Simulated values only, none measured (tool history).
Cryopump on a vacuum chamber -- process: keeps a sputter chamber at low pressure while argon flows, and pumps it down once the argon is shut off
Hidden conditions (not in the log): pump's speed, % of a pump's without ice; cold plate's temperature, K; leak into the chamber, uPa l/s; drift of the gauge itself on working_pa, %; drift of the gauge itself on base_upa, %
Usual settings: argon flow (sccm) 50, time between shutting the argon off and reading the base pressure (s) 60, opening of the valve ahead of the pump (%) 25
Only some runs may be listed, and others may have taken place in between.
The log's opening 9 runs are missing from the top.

run	hour	argon flow (sccm)	time between shutting the argon off and reading the base pressure (s)	opening of the valve ahead of the pump (%)	hours of work since the pump was warmed up and emptied	hours of work since the cold head was overhauled	hours of work since the chamber's fittings were tightened	pressure while argon flows (Pa)	pressure after the wait (uPa)
10	586.4	50	60	55	665	665	882	0.1725	2.91
11	646.1	50	152	25	716	716	933	0.3502	1.48
12	693.7	50	152	25	756	756	973	0.3527	1.53
13	779.3	50	60	54	828	828	1045	0.1815	2.91
14	853	50	60	25	889	889	1107	0.3595	3.01
15	899.9	50	31	25	929	929	1146	0.36	5.21
16	987.8	50	31	25	1003	1003	1220	0.364	5.12
# hour 1015.1: pump warmed up, emptied and cooled again
17	1049.4	50	31	25	29	1050	1268	0.3258	4.88
18	1115.7	26	65	18	85	1106	1323	0.2355	2.68
19	1194.5	50	60	39	151	1172	1390	0.2129	2.83
20	1290.9	50	60	39	232	1253	1471	0.2162	2.85
21	1345.7	36	64	23	278	1299	1517	0.2603	2.6
22	1395.2	36	64	23	320	1341	1558	0.2649	2.7
23	1458.2	36	64	23	373	1394	1611	0.2648	2.78
24	1554.1	36	64	23	453	1475	1692	0.2677	2.78
25	1609.4	92	41	25	500	1521	1738	0.625	4
26	1655.3	36	41	25	538	1560	1777	0.249	4.08
27	1701.6	27	60	48	577	1599	1816	0.1028	2.92
28	1747	37	93	27	615	1637	1854	0.2384	2.24
29	1827.8	20	214	25	683	1705	1922	0.1412	1.41
30	1878.9	40	32	22	726	1748	1965	0.316	4.94
31	1937.9	40	32	22	776	1797	2015	0.3206	5.1
32	2025	40	32	22	849	1871	2088	0.3216	5.18
33	2094.9	53	133	22	908	1929	2147	0.4282	1.87

Alternative continuations, all from the tool just after run 33; predict every row:
A	2179.5	53	133	26	979	2000	2218	?	?
B	2179.5	50	124	25	979	2000	2218	?	?
C	2179.5	64	251	40	979	2000	2218	?	?

run	pressure while argon flows (Pa)	pressure after the wait (uPa)
A	0.3718	1.93
B	0.3643	2.09
C	0.3129	1.47
The same runs, with their run-to-run variation unchanged, on a tool lacking any hidden condition would have given:
run	pressure while argon flows (Pa)	pressure after the wait (uPa)
A	0.3276	1.29
B	0.3224	1.43
C	0.2592	0.83

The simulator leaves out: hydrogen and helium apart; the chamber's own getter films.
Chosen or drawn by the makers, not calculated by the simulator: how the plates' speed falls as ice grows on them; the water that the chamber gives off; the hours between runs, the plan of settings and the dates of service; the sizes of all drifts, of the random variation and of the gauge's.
